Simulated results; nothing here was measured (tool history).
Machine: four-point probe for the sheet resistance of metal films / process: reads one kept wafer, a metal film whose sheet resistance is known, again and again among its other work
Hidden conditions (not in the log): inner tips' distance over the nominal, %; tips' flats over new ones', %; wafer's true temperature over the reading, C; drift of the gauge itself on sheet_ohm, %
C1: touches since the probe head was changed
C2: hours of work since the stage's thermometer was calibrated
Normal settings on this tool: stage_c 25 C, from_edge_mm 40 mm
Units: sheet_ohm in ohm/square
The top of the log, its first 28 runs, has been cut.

run 29 day=69.117 | stage_c=35 from_edge_mm=20 | C1=119080 C2=604 | sheet_ohm=0.066732
run 30 day=71.642 | stage_c=21 from_edge_mm=9 | C1=121354 C2=634 | sheet_ohm=0.067196
run 31 day=73.238 | stage_c=23 from_edge_mm=16 | C1=122792 C2=653 | sheet_ohm=0.067001
run 32 day=75.004 | stage_c=28 from_edge_mm=40 | C1=124386 C2=674 | sheet_ohm=0.066842
run 33 day=77.008 | stage_c=25 from_edge_mm=6 | C1=126195 C2=698 | sheet_ohm=0.067311
run 34 day=78.950 | stage_c=25 from_edge_mm=6 | C1=127944 C2=722 | sheet_ohm=0.067293
run 35 day=81.250 | stage_c=25 from_edge_mm=6 | C1=130018 C2=749 | sheet_ohm=0.067308
run 36 day=82.650 | stage_c=33 from_edge_mm=12 | C1=131280 C2=766 | sheet_ohm=0.066787
run 37 day=85.458 | stage_c=26 from_edge_mm=3 | C1=133814 C2=799 | sheet_ohm=0.068432
run 38 day=87.658 | stage_c=21 from_edge_mm=40 | C1=135796 C2=826 | sheet_ohm=0.066996
run 39 day=89.450 | stage_c=32 from_edge_mm=53 | C1=137415 C2=847 | sheet_ohm=0.066754
run 40 day=91.304 | stage_c=32 from_edge_mm=53 | C1=139087 C2=869 | sheet_ohm=0.066703
run 41 day=94.500 | stage_c=21 from_edge_mm=8 | C1=141966 C2=907 | sheet_ohm=0.067184
run 42 day=97.379 | stage_c=19 from_edge_mm=71 | C1=144563 C2=942 | sheet_ohm=0.066990
run 43 day=99.200 | stage_c=19 from_edge_mm=71 | C1=146206 C2=963 | sheet_ohm=0.066983
run 44 day=101.683 | stage_c=20 from_edge_mm=26 | C1=148444 C2=993 | sheet_ohm=0.066972

Predict each of these 4 candidate next runs independently; none follows another, all start after run 44:
run A day=103.142 | stage_c=23 from_edge_mm=47 | C1=149758 C2=1010 | sheet_ohm=?
run B day=103.142 | stage_c=23 from_edge_mm=26 | C1=149758 C2=1010 | sheet_ohm=?
run C day=103.142 | stage_c=34 from_edge_mm=51 | C1=149758 C2=1010 | sheet_ohm=?
run D day=103.142 | stage_c=31 from_edge_mm=57 | C1=149758 C2=1010 | sheet_ohm=?

run=A sheet_ohm=0.066878
run=B sheet_ohm=0.066904
run=C sheet_ohm=0.066648
run=D sheet_ohm=0.066718
What these runs would have given with no unlogged condition in the tool:
run=A sheet_ohm=0.067594
run=B sheet_ohm=0.067620
run=C sheet_ohm=0.067362
run=D sheet_ohm=0.067433
